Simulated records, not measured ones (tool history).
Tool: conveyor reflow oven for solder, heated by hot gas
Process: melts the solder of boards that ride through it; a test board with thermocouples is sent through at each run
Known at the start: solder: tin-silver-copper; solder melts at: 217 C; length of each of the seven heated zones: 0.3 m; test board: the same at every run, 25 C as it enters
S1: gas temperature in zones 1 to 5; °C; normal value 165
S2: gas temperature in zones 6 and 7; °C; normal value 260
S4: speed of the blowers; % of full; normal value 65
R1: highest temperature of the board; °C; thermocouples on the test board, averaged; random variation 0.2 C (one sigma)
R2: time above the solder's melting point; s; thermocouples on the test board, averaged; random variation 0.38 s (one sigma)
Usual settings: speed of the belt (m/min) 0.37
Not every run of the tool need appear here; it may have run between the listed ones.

Run 1, day 0: usual settings. Result: R1 246.2 °C, R2 64 s.
Run 2, day 0.729: usual settings. Result: R1 246.3 °C, R2 64 s.
Run 3, day 1.429: usual settings. Result: R1 246.6 °C, R2 63.5 s.
Run 4, day 1.875: usual settings. Result: R1 246.4 °C, R2 64.2 s.
Run 5, day 2.433: usual settings. Result: R1 246.3 °C, R2 63 s.
Run 6, day 3.367: usual settings but speed of the belt (m/min) 0.419. Result: R1 242 °C, R2 50.3 s.
Run 7, day 3.921: usual settings but speed of the belt (m/min) 0.389. Result: R1 245 °C, R2 58 s.
Run 8, day 4.854: usual settings but S4 50 % of full. Result: R1 242.2 °C, R2 57.5 s.
Run 9, day 5.467: usual settings but S4 50 % of full. Result: R1 242.3 °C, R2 56.6 s.
Run 10, day 5.925: usual settings but S4 50 % of full. Result: R1 242.3 °C, R2 57.6 s.
Run 11, day 6.646: usual settings but S4 50 % of full. Result: R1 241.9 °C, R2 57.3 s.
Run 12, day 7.229: usual settings but S4 50 % of full. Result: R1 242 °C, R2 57.3 s.
Run 13, day 8.054: usual settings but S4 50 % of full. Result: R1 242.3 °C, R2 57.5 s.
Run 14, day 8.733: usual settings but S1 161 °C. Result: R1 245.5 °C, R2 61.7 s.
Run 15, day 9.292: usual settings but S1 168 °C. Result: R1 246.4 °C, R2 65.1 s.
Run 16, day 10.042: usual settings but S1 168 °C. Result: R1 246.7 °C, R2 65.7 s.
Run 17, day 10.533: usual settings but S1 175 °C, S2 254 °C, S4 58 % of full. Result: R1 240.8 °C, R2 61.6 s.
Run 18, day 11.212: usual settings but S1 177 °C, S2 252 °C. Result: R1 240.4 °C, R2 62.9 s.
Run 19, day 11.825: usual settings but S1 177 °C, S2 252 °C. Result: R1 240.7 °C, R2 62.7 s.
Run 20, day 12.696: usual settings but speed of the belt (m/min) 0.393. Result: R1 244.1 °C, R2 57.2 s.
Run 21, day 13.192: usual settings but S4 53 % of full. Result: R1 243 °C, R2 58.8 s.
Run 22, day 13.621: usual settings but S4 76 % of full. Result: R1 248.1 °C, R2 66.6 s.
Run 23, day 14.379: usual settings but S1 179 °C, S2 266 °C, S4 54 % of full. Result: R1 251.3 °C, R2 74.4 s.
Run 24, day 15.021: usual settings but S1 179 °C, S2 254 °C, speed of the belt (m/min) 0.417, S4 54 % of full. Result: R1 237.1 °C, R2 49.2 s.
Run 25, day 15.929: usual settings but S1 179 °C, S2 254 °C, speed of the belt (m/min) 0.417, S4 54 % of full. Result: R1 236.9 °C, R2 49.2 s.
Run 26, day 16.658: usual settings but speed of the belt (m/min) 0.327. Result: R1 249.2 °C, R2 77.3 s.
Run 27, day 17.442: usual settings but speed of the belt (m/min) 0.327. Result: R1 249.4 °C, R2 78.5 s.
Run 28, day 18.362: usual settings but S1 154 °C, speed of the belt (m/min) 0.356, S4 54 % of full. Result: R1 242.6 °C, R2 56.8 s.
Run 29, day 19.188: usual settings but S2 272 °C, speed of the belt (m/min) 0.391. Result: R1 255.1 °C, R2 67 s.
Run 30, day 19.7: usual settings but S1 159 °C, speed of the belt (m/min) 0.349. Result: R1 246.6 °C, R2 66.9 s.
Run 31, day 20.338: usual settings but S1 159 °C, speed of the belt (m/min) 0.349. Result: R1 247.1 °C, R2 66.3 s.
Run 32, day 21.233: usual settings but S2 257 °C, speed of the belt (m/min) 0.397. Result: R1 241 °C, R2 52.4 s.

Results per run with the tool's hidden condition removed, run-to-run variation unchanged:
The hidden state here: heat that the gas passes to the board, % of a clean oven's; belt's true speed, % of the reading; true gas temperature in zones 6 and 7 over the reading, C; drift of the gauge itself on peak_c, C; drift of the gauge itself on liquid_s, %.
run     R1    R2
  1  246.2  64.3
  2  246.4  64.3
  3  246.7  63.8
  4  246.5  64.5
  5  246.4  63.4
  6  242.3  50.8
  7  245.2  58.5
  8  242.3  57.8
  9  242.3  56.9
 10  242.4    58
 11    242  57.7
 12  242.1  57.7
 13  242.4  57.9
 14  245.7  62.3
 15  246.6  65.6
 16  246.9  66.3
 17  240.9  62.1
 18  240.5  63.5
 19  240.8  63.3
 20  244.5    58
 21  243.2  59.4
 22  248.5  67.4
 23  251.5  74.7
 24  237.3  50.1
 25  237.2  50.1
 26  249.4  77.9
 27  249.6  79.1
 28    243  57.7
 29  255.7  67.7
 30    247  67.9
 31  247.6  67.3
 32  241.6  53.7
